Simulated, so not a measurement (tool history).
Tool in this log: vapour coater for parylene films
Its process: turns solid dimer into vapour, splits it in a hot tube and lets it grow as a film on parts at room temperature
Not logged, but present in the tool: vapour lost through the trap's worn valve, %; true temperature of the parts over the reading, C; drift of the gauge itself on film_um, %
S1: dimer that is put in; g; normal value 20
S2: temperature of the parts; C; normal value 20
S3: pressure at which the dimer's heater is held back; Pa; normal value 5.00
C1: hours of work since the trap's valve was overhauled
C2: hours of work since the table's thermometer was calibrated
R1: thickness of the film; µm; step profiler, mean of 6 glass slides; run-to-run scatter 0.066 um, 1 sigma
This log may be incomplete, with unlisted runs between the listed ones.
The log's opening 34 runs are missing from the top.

run,day,S1,S2,S3,C1,C2,R1
35,32.883,9,23,2.42,33,1595,3.80
36,34.233,9,23,2.42,61,1624,3.79
37,35.175,9,23,2.42,81,1643,3.77
38,35.875,9,23,4.28,96,1658,3.30
39,36.525,24,16,7.68,110,1672,9.14
40,37.179,24,16,7.68,123,1685,9.00
41,38.438,24,13,8.50,150,1712,9.26
# day 38.550: table's thermometer calibrated
42,39.104,23,25,3.20,163,12,8.77
43,39.983,23,25,3.20,181,30,8.57
44,41.267,18,20,5.00,208,57,6.88
45,42.417,23,26,10.43,233,81,6.62
46,43.200,13,21,10.43,249,98,4.13
47,44.054,13,21,10.43,267,116,4.14

Consider 3 possible next runs. They are alternatives, not a sequence: every one starts from the tool as it was left by run 47. What does each give?
A,45.012,13,12,5.84,287,136,?
B,45.012,20,21,5.00,287,136,?
C,45.012,13,18,7.14,287,136,?

run,R1
A,5.51
B,7.29
C,4.71
Without the tool's hidden state the same runs would have given:
run,R1
A,5.80
B,7.68
C,4.95

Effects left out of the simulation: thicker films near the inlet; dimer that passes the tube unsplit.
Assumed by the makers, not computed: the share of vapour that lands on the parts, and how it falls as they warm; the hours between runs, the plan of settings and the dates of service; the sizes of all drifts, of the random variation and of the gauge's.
